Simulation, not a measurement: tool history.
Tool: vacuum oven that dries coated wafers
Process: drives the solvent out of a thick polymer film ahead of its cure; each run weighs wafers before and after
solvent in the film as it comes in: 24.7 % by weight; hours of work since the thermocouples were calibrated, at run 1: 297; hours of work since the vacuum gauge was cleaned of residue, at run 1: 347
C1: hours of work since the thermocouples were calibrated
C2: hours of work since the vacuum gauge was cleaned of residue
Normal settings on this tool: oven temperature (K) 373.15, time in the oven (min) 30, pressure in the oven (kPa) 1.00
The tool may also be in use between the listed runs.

Run 1, day 0.000: usual settings; C1 297; C2 347. Result: solvent left in the film (%) 5.60.
Run 2, day 1.000: usual settings; C1 314; C2 364. Result: solvent left in the film (%) 5.58.
Run 3, day 2.092: usual settings; C1 332; C2 383. Result: solvent left in the film (%) 5.68.
Run 4, day 2.854: usual settings but oven temperature (K) 387.15; C1 345; C2 396. Result: solvent left in the film (%) 1.51.
Run 5, day 3.950: usual settings but time in the oven (min) 19; C1 364; C2 415. Result: solvent left in the film (%) 8.83.
Run 6, day 4.862: usual settings but time in the oven (min) 19; C1 379; C2 430. Result: solvent left in the film (%) 8.71.
Run 7, day 6.012: usual settings but pressure in the oven (kPa) 0.56; C1 399; C2 449. Result: solvent left in the film (%) 5.30.
Run 8, day 7.188: usual settings but pressure in the oven (kPa) 0.56; C1 418; C2 469. Result: solvent left in the film (%) 5.22.
Run 9, day 7.808: usual settings but oven temperature (K) 381.15; C1 429; C2 480. Result: solvent left in the film (%) 2.77.
At day 8.012: oven's thermocouples calibrated.
Run 10, day 8.733: usual settings but oven temperature (K) 376.15, pressure in the oven (kPa) 0.67; C1 12; C2 494. Result: solvent left in the film (%) 3.83.
Run 11, day 9.888: usual settings but oven temperature (K) 376.15, pressure in the oven (kPa) 0.67; C1 32; C2 514. Result: solvent left in the film (%) 3.92.
Run 12, day 11.075: usual settings but oven temperature (K) 376.15, pressure in the oven (kPa) 0.67; C1 52; C2 534. Result: solvent left in the film (%) 3.78.
Run 13, day 11.796: usual settings but time in the oven (min) 23, pressure in the oven (kPa) 1.34; C1 64; C2 546. Result: solvent left in the film (%) 6.97.
Run 14, day 12.604: usual settings but time in the oven (min) 23, pressure in the oven (kPa) 1.34; C1 78; C2 560. Result: solvent left in the film (%) 7.21.
Run 15, day 13.596: usual settings but oven temperature (K) 372.15, time in the oven (min) 19, pressure in the oven (kPa) 3.16; C1 95; C2 577. Result: solvent left in the film (%) 9.70.
Run 16, day 14.175: usual settings but oven temperature (K) 372.15, time in the oven (min) 19, pressure in the oven (kPa) 3.16; C1 105; C2 587. Result: solvent left in the film (%) 9.52.

Consider 5 possible next runs. They are alternatives, not a sequence: every one starts from the tool as it was left by run 16. What does each give?
Run A, day 14.721: usual settings but time in the oven (min) 46, pressure in the oven (kPa) 1.43; C1 114; C2 596. Result: solvent left in the film (%) ?.
Run B, day 14.721: usual settings but oven temperature (K) 383.15, time in the oven (min) 19, pressure in the oven (kPa) 3.18; C1 114; C2 596. Result: solvent left in the film (%) ?.
Run C, day 14.721: usual settings but pressure in the oven (kPa) 1.20; C1 114; C2 596. Result: solvent left in the film (%) ?.
Run D, day 14.721: usual settings but time in the oven (min) 53, pressure in the oven (kPa) 1.73; C1 114; C2 596. Result: solvent left in the film (%) ?.
Run E, day 14.721: usual settings but oven temperature (K) 364.15, time in the oven (min) 24, pressure in the oven (kPa) 1.09; C1 114; C2 596. Result: solvent left in the film (%) ?.

run  solvent left in the film (%)
  A                          2.86
  B                          5.26
  C                          5.15
  D                          2.69
  E                         10.26
The same runs, with their run-to-run variation unchanged, on a tool lacking any hidden condition would have given:
run  solvent left in the film (%)
  A                          3.55
  B                          6.19
  C                          6.12
  D                          3.28
  E                         11.25
